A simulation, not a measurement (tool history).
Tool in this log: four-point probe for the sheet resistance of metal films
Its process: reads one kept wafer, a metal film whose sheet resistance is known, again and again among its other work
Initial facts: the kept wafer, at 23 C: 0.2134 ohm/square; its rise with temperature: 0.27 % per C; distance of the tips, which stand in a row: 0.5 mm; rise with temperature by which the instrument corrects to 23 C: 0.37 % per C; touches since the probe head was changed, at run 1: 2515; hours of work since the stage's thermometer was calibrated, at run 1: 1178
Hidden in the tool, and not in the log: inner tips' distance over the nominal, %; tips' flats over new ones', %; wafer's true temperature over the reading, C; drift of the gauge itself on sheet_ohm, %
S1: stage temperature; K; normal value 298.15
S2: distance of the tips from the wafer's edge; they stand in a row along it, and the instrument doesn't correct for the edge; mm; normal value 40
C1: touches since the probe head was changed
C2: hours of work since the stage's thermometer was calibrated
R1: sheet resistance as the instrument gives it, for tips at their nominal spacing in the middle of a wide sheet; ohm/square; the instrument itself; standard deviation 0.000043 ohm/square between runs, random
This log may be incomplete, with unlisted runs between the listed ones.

| run | hour | S1 | S2 | C1 | C2 | R1 |
|---|---|---|---|---|---|---|
| 1 | 0.0 | 298.15 | 40 | 2515 | 1178 | 0.213413 |
| 2 | 75.0 | 298.15 | 40 | 6432 | 1235 | 0.213217 |
| 3 | 134.5 | 298.15 | 40 | 9540 | 1280 | 0.213187 |
| 4 | 172.1 | 298.15 | 40 | 11506 | 1308 | 0.213050 |
| 5 | 225.0 | 298.15 | 40 | 14269 | 1348 | 0.213024 |
| 6 | 311.8 | 298.15 | 17 | 18805 | 1413 | 0.213005 |
| 7 | 370.6 | 298.15 | 17 | 21876 | 1457 | 0.212904 |
|  | 390.4 | stage's thermometer calibrated |
| 8 | 432.8 | 298.15 | 17 | 25100 | 32 | 0.212837 |
| 9 | 519.7 | 298.15 | 40 | 29636 | 97 | 0.212767 |
| 10 | 595.3 | 298.15 | 40 | 33588 | 154 | 0.212590 |
| 11 | 644.1 | 298.15 | 40 | 36138 | 191 | 0.212572 |
| 12 | 701.5 | 298.15 | 40 | 39134 | 234 | 0.212490 |
| 13 | 743.5 | 298.15 | 40 | 41329 | 266 | 0.212421 |
| 14 | 788.4 | 298.15 | 40 | 43673 | 300 | 0.212265 |
| 15 | 829.9 | 298.15 | 40 | 45843 | 331 | 0.212245 |
| 16 | 912.1 | 302.15 | 40 | 50137 | 393 | 0.211386 |
| 17 | 955.5 | 298.15 | 40 | 52404 | 425 | 0.212157 |
| 18 | 1030.7 | 298.15 | 40 | 56334 | 482 | 0.211993 |
| 19 | 1071.9 | 298.15 | 40 | 58484 | 513 | 0.211980 |
| 20 | 1129.6 | 306.15 | 40 | 61500 | 556 | 0.210180 |
| 21 | 1191.4 | 306.15 | 40 | 64728 | 603 | 0.210168 |
| 22 | 1251.4 | 298.15 | 12 | 67859 | 648 | 0.211853 |
| 23 | 1310.5 | 292.15 | 8 | 70950 | 693 | 0.213266 |
| 24 | 1388.9 | 292.15 | 8 | 75047 | 752 | 0.213190 |
| 25 | 1472.9 | 292.15 | 8 | 79434 | 815 | 0.213027 |
| 26 | 1545.2 | 292.15 | 8 | 83208 | 869 | 0.212896 |
| 27 | 1598.0 | 298.15 | 40 | 85966 | 909 | 0.211165 |
|  | 1616.1 | new probe head fitted |
| 28 | 1684.1 | 298.15 | 40 | 3549 | 973 | 0.213311 |
| 29 | 1769.0 | 297.15 | 7 | 7984 | 1037 | 0.213926 |
| 30 | 1854.2 | 297.15 | 7 | 12437 | 1101 | 0.213759 |
| 31 | 1939.0 | 294.15 | 12 | 16868 | 1165 | 0.213916 |
| 32 | 1989.7 | 304.15 | 42 | 19513 | 1203 | 0.211588 |
| 33 | 2077.0 | 292.15 | 42 | 24078 | 1269 | 0.213964 |
| 34 | 2118.3 | 292.15 | 42 | 26232 | 1300 | 0.213921 |
| 35 | 2169.1 | 296.15 | 42 | 28888 | 1338 | 0.213056 |
| 36 | 2209.4 | 298.15 | 4 | 30991 | 1368 | 0.214284 |
| 37 | 2287.3 | 298.15 | 4 | 35060 | 1427 | 0.214225 |
|  | 2348.7 | stage's thermometer calibrated |
| 38 | 2361.6 | 294.15 | 4 | 38915 | 10 | 0.215147 |
| 39 | 2448.2 | 294.15 | 4 | 43442 | 75 | 0.214875 |
| 40 | 2489.3 | 293.15 | 60 | 45590 | 106 | 0.213418 |
| 41 | 2548.5 | 305.15 | 19 | 48678 | 150 | 0.210957 |
| 42 | 2596.1 | 305.15 | 19 | 51167 | 186 | 0.210984 |
| 43 | 2660.9 | 305.15 | 19 | 54552 | 235 | 0.210768 |
| 44 | 2706.0 | 298.15 | 22 | 56910 | 269 | 0.212117 |

Each row is a separate what-if for the run after 44, all from the same tool condition, not one after another. Results?
| A | 2765.6 | 302.15 | 38 | 60020 | 314 | ? |
| B | 2765.6 | 295.15 | 40 | 60020 | 314 | ? |
| C | 2765.6 | 291.15 | 9 | 60020 | 314 | ? |

| run | R1 |
|---|---|
| A | 0.211142 |
| B | 0.212571 |
| C | 0.213762 |
What these runs would have given with no unlogged condition in the tool:
| run | R1 |
|---|---|
| A | 0.212173 |
| B | 0.213610 |
| C | 0.214807 |

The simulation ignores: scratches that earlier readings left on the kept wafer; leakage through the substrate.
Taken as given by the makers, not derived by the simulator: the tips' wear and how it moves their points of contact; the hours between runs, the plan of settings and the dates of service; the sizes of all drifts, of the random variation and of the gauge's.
